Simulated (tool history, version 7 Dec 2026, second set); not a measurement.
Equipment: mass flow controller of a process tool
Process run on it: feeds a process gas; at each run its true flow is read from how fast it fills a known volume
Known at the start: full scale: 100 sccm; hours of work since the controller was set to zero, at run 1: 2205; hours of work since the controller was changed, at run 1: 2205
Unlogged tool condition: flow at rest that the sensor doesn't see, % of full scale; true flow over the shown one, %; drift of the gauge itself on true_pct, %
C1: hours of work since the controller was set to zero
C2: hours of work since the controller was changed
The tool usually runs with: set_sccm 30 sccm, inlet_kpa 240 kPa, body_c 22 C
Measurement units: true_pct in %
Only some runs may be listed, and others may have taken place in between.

Run 1, hour 0.0: usual settings; C1 2205; C2 2205. Result: true_pct 98.07 %.
Run 2, hour 271.8: usual settings but set_sccm 69 sccm; C1 2372; C2 2372. Result: true_pct 99.26 %.
Run 3, hour 500.5: usual settings but set_sccm 69 sccm; C1 2513; C2 2513. Result: true_pct 99.36 %.
Run 4, hour 702.8: usual settings; C1 2638; C2 2638. Result: true_pct 98.35 %.
Run 5, hour 842.9: usual settings; C1 2724; C2 2724. Result: true_pct 98.45 %.
Run 6, hour 1028.1: usual settings but inlet_kpa 216 kPa; C1 2839; C2 2839. Result: true_pct 98.56 %.
Run 7, hour 1161.4: usual settings; C1 2921; C2 2921. Result: true_pct 98.53 %.
Run 8, hour 1390.4: usual settings but set_sccm 99 sccm; C1 3062; C2 3062. Result: true_pct 100.55 %.
Run 9, hour 1653.1: usual settings but set_sccm 80 sccm; C1 3224; C2 3224. Result: true_pct 100.26 %.
Run 10, hour 1803.9: usual settings but set_sccm 80 sccm; C1 3317; C2 3317. Result: true_pct 100.20 %.
Run 11, hour 2048.6: usual settings but set_sccm 41 sccm; C1 3468; C2 3468. Result: true_pct 99.17 %.
Run 12, hour 2231.8: usual settings but set_sccm 41 sccm; C1 3581; C2 3581. Result: true_pct 99.15 %.
Run 13, hour 2503.5: usual settings; C1 3749; C2 3749. Result: true_pct 98.93 %.
Run 14, hour 2788.7: usual settings; C1 3924; C2 3924. Result: true_pct 99.18 %.
Run 15, hour 3058.2: usual settings but inlet_kpa 187 kPa; C1 4091; C2 4091. Result: true_pct 99.44 %.
Run 16, hour 3225.5: usual settings but inlet_kpa 187 kPa; C1 4194; C2 4194. Result: true_pct 99.49 %.
Run 17, hour 3433.2: usual settings; C1 4322; C2 4322. Result: true_pct 99.17 %.
Run 18, hour 3685.2: usual settings; C1 4477; C2 4477. Result: true_pct 99.34 %.
Run 19, hour 3858.8: usual settings; C1 4584; C2 4584. Result: true_pct 99.30 %.
Run 20, hour 4062.9: usual settings but body_c 37 C; C1 4710; C2 4710. Result: true_pct 97.74 %.
Run 21, hour 4304.1: usual settings but inlet_kpa 175 kPa, body_c 37 C; C1 4859; C2 4859. Result: true_pct 98.08 %.
Run 22, hour 4559.5: usual settings but body_c 24 C; C1 5016; C2 5016. Result: true_pct 99.48 %.
Run 23, hour 4827.3: usual settings but body_c 24 C; C1 5182; C2 5182. Result: true_pct 99.54 %.
Run 24, hour 5054.1: usual settings but body_c 24 C; C1 5321; C2 5321. Result: true_pct 99.52 %.
Run 25, hour 5246.6: usual settings but body_c 24 C; C1 5440; C2 5440. Result: true_pct 99.75 %.
Run 26, hour 5501.0: usual settings but body_c 24 C; C1 5597; C2 5597. Result: true_pct 99.70 %.
Run 27, hour 5713.6: usual settings but set_sccm 46 sccm, inlet_kpa 186 kPa, body_c 23 C; C1 5728; C2 5728. Result: true_pct 100.71 %.
Run 28, hour 5856.7: usual settings but set_sccm 23 sccm, inlet_kpa 168 kPa, body_c 32 C; C1 5816; C2 5816. Result: true_pct 98.99 %.
Run 29, hour 6043.1: usual settings but set_sccm 13 sccm, inlet_kpa 167 kPa; C1 5931; C2 5931. Result: true_pct 99.87 %.
At hour 6197.8: gauge calibrated.
Run 30, hour 6198.9: usual settings but set_sccm 13 sccm, inlet_kpa 167 kPa; C1 6027; C2 6027. Result: true_pct 97.97 %.
Run 31, hour 6465.4: usual settings but set_sccm 13 sccm, inlet_kpa 167 kPa; C1 6192; C2 6192. Result: true_pct 98.10 %.
Run 32, hour 6650.6: usual settings but set_sccm 59 sccm, inlet_kpa 182 kPa, body_c 24 C; C1 6306; C2 6306. Result: true_pct 99.18 %.
Run 33, hour 6872.6: usual settings but set_sccm 78 sccm, inlet_kpa 160 kPa, body_c 29 C; C1 6443; C2 6443. Result: true_pct 99.19 %.
Run 34, hour 7109.2: usual settings but inlet_kpa 191 kPa, body_c 30 C; C1 6589; C2 6589. Result: true_pct 97.70 %.
Run 35, hour 7257.0: usual settings but inlet_kpa 144 kPa; C1 6680; C2 6680. Result: true_pct 98.89 %.
Run 36, hour 7439.4: usual settings but set_sccm 27 sccm, inlet_kpa 251 kPa, body_c 28 C; C1 6792; C2 6792. Result: true_pct 97.68 %.
Run 37, hour 7614.4: usual settings but set_sccm 14 sccm, inlet_kpa 214 kPa, body_c 32 C; C1 6900; C2 6900. Result: true_pct 96.99 %.
Run 38, hour 7791.2: usual settings but set_sccm 14 sccm, inlet_kpa 214 kPa, body_c 32 C; C1 7009; C2 7009. Result: true_pct 97.17 %.
Run 39, hour 8086.9: usual settings but set_sccm 14 sccm, inlet_kpa 214 kPa, body_c 32 C; C1 7192; C2 7192. Result: true_pct 97.17 %.
Run 40, hour 8267.9: usual settings; C1 7303; C2 7303. Result: true_pct 98.96 %.
Run 41, hour 8549.5: usual settings; C1 7477; C2 7477. Result: true_pct 98.84 %.
Run 42, hour 8674.5: usual settings; C1 7554; C2 7554. Result: true_pct 98.86 %.
At hour 8902.9: controller exchanged for a calibrated one.
Run 43, hour 8902.9: usual settings; C1 0; C2 0. Result: true_pct 99.10 %.
Run 44, hour 9048.6: usual settings but inlet_kpa 256 kPa, body_c 32 C; C1 90; C2 90. Result: true_pct 97.70 %.
Run 45, hour 9273.9: usual settings but inlet_kpa 256 kPa, body_c 32 C; C1 229; C2 229. Result: true_pct 97.91 %.
Run 46, hour 9405.1: usual settings but set_sccm 12 sccm, inlet_kpa 216 kPa, body_c 32 C; C1 310; C2 310. Result: true_pct 97.57 %.
Run 47, hour 9632.8: usual settings but set_sccm 12 sccm, inlet_kpa 216 kPa, body_c 32 C; C1 450; C2 450. Result: true_pct 97.65 %.
Run 48, hour 9757.0: usual settings but set_sccm 12 sccm, inlet_kpa 216 kPa, body_c 32 C; C1 527; C2 527. Result: true_pct 97.63 %.

Some steps in true_pct, run to run, broken into two amounts with sign: the step expected even without the hidden condition (settings, incoming material, random variation), and the rest, left for the hidden condition together with whatever gauge scatter is not in both the measured and the hidden-condition-free result:
Run 7 -> 8: set_sccm 30 -> 99. true_pct +2.02 %: hidden state +0.08, all else +1.94.
Run 12 -> 13: set_sccm 41 -> 30. true_pct -0.22 %: hidden state +0.10, all else -0.32.
Run 29 -> 30: gauge calibrated. true_pct -1.90 %: hidden state -2.06, all else +0.16.
Run 38 -> 39: nothing adjusted, nothing logged. true_pct +0.00 %: hidden state +0.11, all else -0.11.
Run 39 -> 40: set_sccm 14 -> 30, inlet_kpa 214 -> 240, body_c 32 -> 22. true_pct +1.79 %: hidden state +0.05, all else +1.74.

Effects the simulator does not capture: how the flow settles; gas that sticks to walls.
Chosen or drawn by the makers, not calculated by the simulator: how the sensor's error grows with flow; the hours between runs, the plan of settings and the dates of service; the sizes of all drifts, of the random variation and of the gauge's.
